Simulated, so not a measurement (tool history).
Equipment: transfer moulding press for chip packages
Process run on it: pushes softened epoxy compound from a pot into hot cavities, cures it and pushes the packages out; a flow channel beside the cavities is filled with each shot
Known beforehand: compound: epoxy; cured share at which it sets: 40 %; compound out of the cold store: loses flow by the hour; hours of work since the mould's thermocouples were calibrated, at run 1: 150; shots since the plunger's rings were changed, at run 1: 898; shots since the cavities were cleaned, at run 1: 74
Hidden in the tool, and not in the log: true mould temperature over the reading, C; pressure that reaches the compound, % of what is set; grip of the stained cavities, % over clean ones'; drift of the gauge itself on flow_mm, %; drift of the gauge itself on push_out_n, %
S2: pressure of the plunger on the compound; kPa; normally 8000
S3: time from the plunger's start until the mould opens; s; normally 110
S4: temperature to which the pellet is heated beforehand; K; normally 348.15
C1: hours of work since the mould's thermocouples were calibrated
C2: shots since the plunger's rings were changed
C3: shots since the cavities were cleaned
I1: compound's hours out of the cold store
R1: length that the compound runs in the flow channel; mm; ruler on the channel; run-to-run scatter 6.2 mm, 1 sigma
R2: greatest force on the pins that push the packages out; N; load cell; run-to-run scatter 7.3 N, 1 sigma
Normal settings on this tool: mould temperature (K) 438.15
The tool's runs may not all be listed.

{"run": 1, "hour": 0.0, "mould temperature (K)": 438.15, "S2": 8000, "S3": 110, "S4": 348.15, "C1": 150, "C2": 898, "C3": 74, "I1": 43, "R1": 679, "R2": 295}
{"run": 2, "hour": 18.7, "mould temperature (K)": 438.15, "S2": 8000, "S3": 110, "S4": 348.15, "C1": 161, "C2": 1096, "C3": 272, "I1": 22.4, "R1": 718, "R2": 318}
{"run": 3, "hour": 48.8, "mould temperature (K)": 444.15, "S2": 8000, "S3": 110, "S4": 348.15, "C1": 179, "C2": 1415, "C3": 591, "I1": 11.3, "R1": 697, "R2": 248}
{"hour": 74.1, "done": "cavities cleaned with cleaning compound and waxed"}
{"run": 4, "hour": 74.1, "mould temperature (K)": 438.15, "S2": 8000, "S3": 110, "S4": 348.15, "C1": 193, "C2": 1668, "C3": 0, "I1": 41.1, "R1": 684, "R2": 315}
{"run": 5, "hour": 105.3, "mould temperature (K)": 438.15, "S2": 8000, "S3": 109, "S4": 348.15, "C1": 211, "C2": 1998, "C3": 330, "I1": 22.9, "R1": 712, "R2": 321}
{"run": 6, "hour": 137.8, "mould temperature (K)": 438.15, "S2": 8000, "S3": 109, "S4": 339.15, "C1": 230, "C2": 2344, "C3": 676, "I1": 28, "R1": 701, "R2": 314}
{"hour": 156.3, "done": "cavities cleaned with cleaning compound and waxed"}
{"run": 7, "hour": 177.4, "mould temperature (K)": 438.15, "S2": 8000, "S3": 109, "S4": 339.15, "C1": 252, "C2": 2747, "C3": 224, "I1": 26.8, "R1": 707, "R2": 321}
{"run": 8, "hour": 203.2, "mould temperature (K)": 438.15, "S2": 8000, "S3": 109, "S4": 339.15, "C1": 267, "C2": 3021, "C3": 498, "I1": 40, "R1": 682, "R2": 324}
{"hour": 237.4, "done": "cavities cleaned with cleaning compound and waxed"}
{"run": 9, "hour": 239.9, "mould temperature (K)": 438.15, "S2": 8000, "S3": 136, "S4": 339.15, "C1": 287, "C2": 3395, "C3": 27, "I1": 46.2, "R1": 688, "R2": 263}

What does the tool deliver on the next run?
{"run": 10, "hour": 276.2, "mould temperature (K)": 433.15, "S2": 8250, "S3": 110, "S4": 350.15, "C1": 308, "C2": 3780, "C3": 412, "I1": 47.5, "R1": "?", "R2": "?"}

{"run 10": {"R1": 711, "R2": 411}}
If the tool had no hidden condition, the same run with the same run-to-run variation would have returned R1 713 mm, R2 406 N.
